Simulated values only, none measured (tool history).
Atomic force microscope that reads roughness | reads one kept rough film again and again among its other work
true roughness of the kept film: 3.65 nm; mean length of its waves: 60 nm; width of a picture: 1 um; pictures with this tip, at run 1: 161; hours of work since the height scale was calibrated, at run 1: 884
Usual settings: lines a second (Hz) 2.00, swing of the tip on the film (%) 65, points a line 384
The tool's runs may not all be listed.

run,hour,lines a second (Hz),swing of the tip on the film (%),points a line,pictures with this tip,hours of work since the height scale was calibrated,roughness of the kept film (nm (root mean square))
1,0.0,2.00,65,384,161,884,3.188
2,21.5,2.00,65,669,201,898,3.182
3,54.9,2.00,65,669,261,919,3.178
# hour 73.8: new tip fitted
4,77.8,3.26,65,384,7,934,3.163
5,102.9,3.26,69,384,53,949,3.061
6,129.5,3.26,69,384,101,966,3.051
7,156.9,3.26,61,384,151,984,3.178
8,175.8,0.82,71,588,185,996,3.245
9,210.0,0.84,79,384,248,1018,3.158
10,230.0,0.84,79,384,284,1030,3.121
# hour 235.5: new tip fitted
11,250.6,0.60,58,421,27,1043,3.409
12,273.9,0.60,58,421,70,1058,3.382
13,305.3,0.60,58,421,127,1078,3.354
14,332.5,0.60,58,421,177,1095,3.292

3 ways to go on from here, each from the tool as it stands after run 14. What would each give?
A,352.9,0.86,55,384,214,1108,?
B,352.9,0.56,76,555,214,1108,?
C,352.9,3.40,82,421,214,1108,?

run,roughness of the kept film (nm (root mean square))
A,3.323
B,3.260
C,2.688
Without the tool's hidden state the same runs would have given:
run,roughness of the kept film (nm (root mean square))
A,3.476
B,3.410
C,2.812

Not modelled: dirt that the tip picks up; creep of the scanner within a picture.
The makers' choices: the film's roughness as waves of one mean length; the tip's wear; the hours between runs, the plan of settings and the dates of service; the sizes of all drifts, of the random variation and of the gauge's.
